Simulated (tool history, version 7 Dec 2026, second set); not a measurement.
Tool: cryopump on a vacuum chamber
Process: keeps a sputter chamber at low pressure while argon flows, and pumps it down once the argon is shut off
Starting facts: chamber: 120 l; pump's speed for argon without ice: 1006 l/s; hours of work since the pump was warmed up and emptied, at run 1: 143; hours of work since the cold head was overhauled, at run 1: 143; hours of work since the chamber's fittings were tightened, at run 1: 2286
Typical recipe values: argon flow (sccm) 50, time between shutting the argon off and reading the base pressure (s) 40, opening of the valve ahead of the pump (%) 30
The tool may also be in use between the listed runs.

run    hour  argon flow (sccm)  time between shutting the argon off and reading the base pressure (s)  opening of the valve ahead of the pump (%)  hours of work since the pump was warmed up and emptied  hours of work since the cold head was overhauled  hours of work since the chamber's fittings were tightened  pressure while argon flows (Pa)  pressure after the wait (uPa)
  1     0.0                 50                                                                     40                                          30                                                     143                                               143                                                       2286                           0.2822                           3.50
  2    25.5                 50                                                                     40                                          30                                                     154                                               154                                                       2298                           0.2840                           3.49
  3    61.2                 50                                                                     40                                          30                                                     171                                               171                                                       2315                           0.2821                           3.47
  4    94.1                 50                                                                     40                                          30                                                     187                                               187                                                       2330                           0.2822                           3.58
  5   132.7                 50                                                                     40                                          30                                                     205                                               205                                                       2348                           0.2826                           3.50
  6   176.7                 50                                                                     40                                          40                                                     225                                               225                                                       2369                           0.2124                           3.54
  7   215.9                 50                                                                     40                                          40                                                     244                                               244                                                       2387                           0.2150                           3.45
  8   261.0                 50                                                                     40                                          30                                                     265                                               265                                                       2408                           0.2832                           3.64
  9   298.4                 50                                                                     40                                          30                                                     282                                               282                                                       2426                           0.2849                           3.59
 10   331.7                 50                                                                     40                                          30                                                     298                                               298                                                       2441                           0.2869                           3.60
 11   359.6                 50                                                                    161                                          30                                                     311                                               311                                                       2455                           0.2856                           2.86
 12   383.6                 50                                                                    161                                          30                                                     322                                               322                                                       2466                           0.2835                           2.92
 13   410.0                 50                                                                     40                                          30                                                     334                                               334                                                       2478                           0.2850                           3.75
 14   443.1                 50                                                                     40                                          30                                                     350                                               350                                                       2494                           0.2853                           3.63
 15   478.9                 50                                                                     40                                          30                                                     367                                               367                                                       2510                           0.2857                           3.66
 16   520.6                 68                                                                     40                                          30                                                     386                                               386                                                       2530                           0.3887                           3.82
 17   563.2                 68                                                                     40                                          30                                                     406                                               406                                                       2550                           0.3888                           3.73
 18   594.1                 66                                                                     49                                          30                                                     421                                               421                                                       2564                           0.3777                           3.68
 19   631.0                 39                                                                     40                                          30                                                     438                                               438                                                       2581                           0.2237                           3.88
 20   669.8                 50                                                                     73                                          53                                                     456                                               456                                                       2600                           0.1654                           3.31
      697.9  -- leaking fittings of the chamber tightened, without venting
 21   710.1                 90                                                                    252                                          36                                                     474                                               474                                                          6                           0.4328                           0.55
 22   737.2                 90                                                                     32                                          35                                                     487                                               487                                                         18                           0.4466                           1.73
 23   782.5                 51                                                                     45                                          54                                                     508                                               508                                                         40                           0.1668                           1.34
 24   824.3                 51                                                                     45                                          54                                                     527                                               527                                                         59                           0.1669                           1.34
 25   844.1                 32                                                                    140                                          25                                                     537                                               537                                                         68                           0.2194                           0.74
 26   884.8                 32                                                                     43                                          25                                                     556                                               556                                                         87                           0.2219                           1.46
 27   929.1                 54                                                                     40                                          30                                                     576                                               576                                                        108                           0.3119                           1.45
 28   950.7                 66                                                                     40                                          44                                                     586                                               586                                                        118                           0.2631                           1.55
 29   994.5                 50                                                                     40                                          44                                                     607                                               607                                                        139                           0.1987                           1.55
 30  1033.8                 50                                                                     40                                          23                                                     625                                               625                                                        157                           0.3768                           1.59
 31  1071.5                 47                                                                     58                                          30                                                     643                                               643                                                        175                           0.2721                           1.23
 32  1109.6                 25                                                                     40                                          31                                                     661                                               661                                                        193                           0.1412                           1.58
 33  1129.7                 50                                                                    202                                          30                                                     670                                               670                                                        202                           0.2894                           0.79
 34  1169.2                 50                                                                    202                                          30                                                     689                                               689                                                        221                           0.2925                           0.77

Forecast each of these 3 alternatives for the next run:
  A  1195.6                 50                                                                    202                                          28                                                     701                                               701                                                        233                                ?                              ?
  B  1195.6                 47                                                                     40                                          25                                                     701                                               701                                                        233                                ?                              ?
  C  1195.6                 41                                                                     23                                          39                                                     701                                               701                                                        233                                ?                              ?

run  pressure while argon flows (Pa)  pressure after the wait (uPa)
  A                           0.3109                           0.79
  B                           0.3268                           1.61
  C                           0.1855                           2.44
With the hidden condition removed and each run's random variation left untouched, the same runs would have given:
run  pressure while argon flows (Pa)  pressure after the wait (uPa)
  A                           0.3003                           0.49
  B                           0.3168                           1.31
  C                           0.1768                           2.13

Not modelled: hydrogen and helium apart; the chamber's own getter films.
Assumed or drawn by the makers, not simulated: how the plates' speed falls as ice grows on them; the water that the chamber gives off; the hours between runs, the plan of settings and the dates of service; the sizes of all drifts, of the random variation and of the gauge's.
